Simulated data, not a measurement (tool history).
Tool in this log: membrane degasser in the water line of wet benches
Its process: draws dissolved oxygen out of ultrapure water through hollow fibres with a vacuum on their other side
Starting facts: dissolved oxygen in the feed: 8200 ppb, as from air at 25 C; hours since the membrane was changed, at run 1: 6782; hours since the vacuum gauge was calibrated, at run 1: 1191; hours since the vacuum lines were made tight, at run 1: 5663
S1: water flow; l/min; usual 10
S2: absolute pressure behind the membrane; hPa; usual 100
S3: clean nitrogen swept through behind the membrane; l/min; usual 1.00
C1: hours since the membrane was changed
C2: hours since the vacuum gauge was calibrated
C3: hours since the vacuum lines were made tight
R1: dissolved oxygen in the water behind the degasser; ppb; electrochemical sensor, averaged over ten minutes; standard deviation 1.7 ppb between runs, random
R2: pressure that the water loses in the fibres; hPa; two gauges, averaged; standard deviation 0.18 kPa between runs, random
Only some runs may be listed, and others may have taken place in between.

run 1 hour=0.0 | S1=10 S2=100 S3=1.00 | C1=6782 C2=1191 C3=5663 | R1=178.6 R2=358.9
run 2 hour=280.3 | S1=10 S2=100 S3=1.00 | C1=7062 C2=1471 C3=5943 | R1=181.0 R2=361.5
run 3 hour=577.0 | S1=10 S2=92 S3=1.00 | C1=7359 C2=1768 C3=6240 | R1=162.3 R2=359.1
run 4 hour=776.3 | S1=10 S2=92 S3=0.48 | C1=7558 C2=1967 C3=6439 | R1=293.9 R2=362.0
run 5 hour=912.4 | S1=10 S2=92 S3=1.91 | C1=7694 C2=2103 C3=6575 | R1=96.4 R2=360.3
run 6 hour=1058.6 | S1=10 S2=92 S3=1.91 | C1=7840 C2=2249 C3=6721 | R1=96.1 R2=359.0
run 7 hour=1209.2 | S1=10 S2=92 S3=1.91 | C1=7991 C2=2400 C3=6872 | R1=94.8 R2=362.2
run 8 hour=1462.3 | S1=10 S2=92 S3=1.91 | C1=8244 C2=2653 C3=7125 | R1=94.7 R2=360.1
-- hour=1480.3 vacuum gauge calibrated
run 9 hour=1687.9 | S1=10 S2=92 S3=1.91 | C1=8469 C2=208 C3=7350 | R1=98.1 R2=362.9
run 10 hour=1898.8 | S1=10 S2=92 S3=1.91 | C1=8680 C2=419 C3=7561 | R1=98.2 R2=361.1
run 11 hour=2031.2 | S1=10 S2=100 S3=1.25 | C1=8812 C2=551 C3=7694 | R1=152.5 R2=361.5
run 12 hour=2247.1 | S1=15 S2=100 S3=1.00 | C1=9028 C2=767 C3=7909 | R1=276.7 R2=546.2
run 13 hour=2425.1 | S1=6 S2=100 S3=1.92 | C1=9206 C2=945 C3=8088 | R1=61.7 R2=220.5
run 14 hour=2591.0 | S1=6 S2=100 S3=1.92 | C1=9372 C2=1111 C3=8253 | R1=62.6 R2=215.8
run 15 hour=2889.2 | S1=8 S2=75 S3=2.32 | C1=9670 C2=1409 C3=8552 | R1=49.6 R2=293.7
run 16 hour=3062.9 | S1=8 S2=75 S3=2.32 | C1=9844 C2=1583 C3=8725 | R1=49.8 R2=294.3
-- hour=3115.8 vacuum gauge calibrated, once more
run 17 hour=3260.7 | S1=8 S2=75 S3=2.32 | C1=10041 C2=145 C3=8923 | R1=49.2 R2=291.6
run 18 hour=3477.8 | S1=8 S2=100 S3=1.00 | C1=10259 C2=362 C3=9140 | R1=144.4 R2=292.8
run 19 hour=3788.8 | S1=6 S2=62 S3=0.50 | C1=10570 C2=673 C3=9451 | R1=95.2 R2=219.1
run 20 hour=4069.9 | S1=7 S2=62 S3=0.80 | C1=10851 C2=954 C3=9732 | R1=75.2 R2=251.9
run 21 hour=4377.8 | S1=7 S2=62 S3=0.80 | C1=11159 C2=1262 C3=10040 | R1=74.1 R2=256.8
run 22 hour=4666.9 | S1=7 S2=62 S3=0.80 | C1=11448 C2=1551 C3=10329 | R1=76.1 R2=253.2

Below are 5 alternative next runs, each starting from the tool's condition after run 22. Predict each:
run A hour=4873.8 | S1=10 S2=211 S3=0.48 | C1=11655 C2=1758 C3=10536 | R1=? R2=?
run B hour=4873.8 | S1=7 S2=62 S3=0.49 | C1=11655 C2=1758 C3=10536 | R1=? R2=?
run C hour=4873.8 | S1=13 S2=171 S3=0.80 | C1=11655 C2=1758 C3=10536 | R1=? R2=?
run D hour=4873.8 | S1=10 S2=71 S3=1.00 | C1=11655 C2=1758 C3=10536 | R1=? R2=?
run E hour=4873.8 | S1=6 S2=120 S3=0.71 | C1=11655 C2=1758 C3=10536 | R1=? R2=?

run=A R1=822.3 R2=366.8
run=B R1=111.0 R2=257.4
run=C R1=541.4 R2=482.7
run=D R1=111.8 R2=367.2
run=E R1=195.9 R2=217.6
The same runs, with their run-to-run variation unchanged, on a tool lacking any hidden condition would have given:
run=A R1=782.4 R2=348.4
run=B R1=100.5 R2=244.6
run=C R1=512.4 R2=458.8
run=D R1=100.6 R2=349.0
run=E R1=174.3 R2=206.7
